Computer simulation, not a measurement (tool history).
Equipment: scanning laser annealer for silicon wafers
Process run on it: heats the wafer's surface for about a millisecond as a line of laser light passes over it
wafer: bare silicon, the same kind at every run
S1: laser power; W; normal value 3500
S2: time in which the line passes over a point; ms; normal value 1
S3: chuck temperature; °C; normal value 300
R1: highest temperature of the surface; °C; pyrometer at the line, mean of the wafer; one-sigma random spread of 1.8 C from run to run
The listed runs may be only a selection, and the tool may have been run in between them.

run,day,S1,S2,S3,R1
1,0,3500,1,300,995
2,1.712,3500,1,300,995
3,5.512,3500,1,300,991
# day 7.55: window over the wafer cleaned
4,7.846,3500,1,300,1031
5,10.454,3500,1,300,1027
6,12.458,3317,1,300,989
7,14.033,3317,1,300,986
8,15.679,3843,1,300,1105
9,18.3,3843,1,300,1100
10,20.229,3843,1,300,1098

What does the tool deliver on the next run?
11,22.612,3117,1,299,?

Run 11 gave R1 936 °C.
On a tool with no hidden condition, and with the same random variation, this run would have come out at R1 948 °C.
